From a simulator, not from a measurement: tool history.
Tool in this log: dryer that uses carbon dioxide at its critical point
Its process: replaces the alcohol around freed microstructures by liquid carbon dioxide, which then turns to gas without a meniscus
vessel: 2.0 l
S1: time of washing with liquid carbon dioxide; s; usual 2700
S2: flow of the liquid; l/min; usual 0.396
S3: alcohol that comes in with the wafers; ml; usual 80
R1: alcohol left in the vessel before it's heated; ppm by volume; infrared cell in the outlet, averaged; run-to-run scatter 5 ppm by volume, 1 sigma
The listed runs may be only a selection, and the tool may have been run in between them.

{"run": 1, "hour": 0.0, "S1": 2700, "S2": 0.396, "S3": 80, "R1": 53}
{"run": 2, "hour": 14.0, "S1": 2700, "S2": 0.396, "S3": 80, "R1": 57}
{"run": 3, "hour": 26.0, "S1": 1980, "S2": 0.396, "S3": 80, "R1": 240}
{"run": 4, "hour": 37.8, "S1": 1980, "S2": 0.396, "S3": 80, "R1": 247}
{"run": 5, "hour": 50.5, "S1": 2700, "S2": 0.415, "S3": 80, "R1": 54}
{"run": 6, "hour": 59.0, "S1": 2700, "S2": 0.415, "S3": 80, "R1": 61}
{"run": 7, "hour": 67.9, "S1": 2700, "S2": 0.415, "S3": 80, "R1": 54}
{"run": 8, "hour": 76.0, "S1": 3300, "S2": 0.396, "S3": 80, "R1": 32}
{"run": 9, "hour": 83.4, "S1": 3300, "S2": 0.396, "S3": 80, "R1": 39}
{"run": 10, "hour": 91.6, "S1": 3300, "S2": 0.396, "S3": 80, "R1": 45}
{"run": 11, "hour": 98.7, "S1": 3300, "S2": 0.396, "S3": 80, "R1": 44}
{"run": 12, "hour": 110.9, "S1": 3300, "S2": 0.396, "S3": 80, "R1": 48}
{"run": 13, "hour": 118.5, "S1": 3540, "S2": 0.396, "S3": 36, "R1": 42}
{"run": 14, "hour": 130.1, "S1": 4260, "S2": 0.625, "S3": 43, "R1": 27}
{"run": 15, "hour": 137.3, "S1": 2700, "S2": 0.252, "S3": 26, "R1": 213}
{"run": 16, "hour": 145.1, "S1": 2700, "S2": 0.559, "S3": 56, "R1": 44}
{"run": 17, "hour": 150.8, "S1": 1920, "S2": 0.396, "S3": 80, "R1": 308}
{"run": 18, "hour": 160.6, "S1": 2340, "S2": 0.484, "S3": 97, "R1": 70}
{"run": 19, "hour": 167.1, "S1": 2340, "S2": 0.484, "S3": 97, "R1": 66}
{"run": 20, "hour": 180.6, "S1": 2940, "S2": 0.484, "S3": 97, "R1": 47}
{"run": 21, "hour": 192.7, "S1": 2940, "S2": 0.484, "S3": 97, "R1": 54}

Run by run, hidden condition taken away, random variation retained:
Hidden conditions of the tool in this case: flow that reaches the vessel past the clogged filter, %; alcohol in the recycled carbon dioxide, ppm; drift of the gauge itself on alcohol_ppm, %.
run=1 R1=31
run=2 R1=34
run=3 R1=207
run=4 R1=210
run=5 R1=26
run=6 R1=32
run=7 R1=23
run=8 R1=2
run=9 R1=9
run=10 R1=14
run=11 R1=13
run=12 R1=15
run=13 R1=11
run=14 R1=0
run=15 R1=155
run=16 R1=9
run=17 R1=228
run=18 R1=28
run=19 R1=23
run=20 R1=7
run=21 R1=14
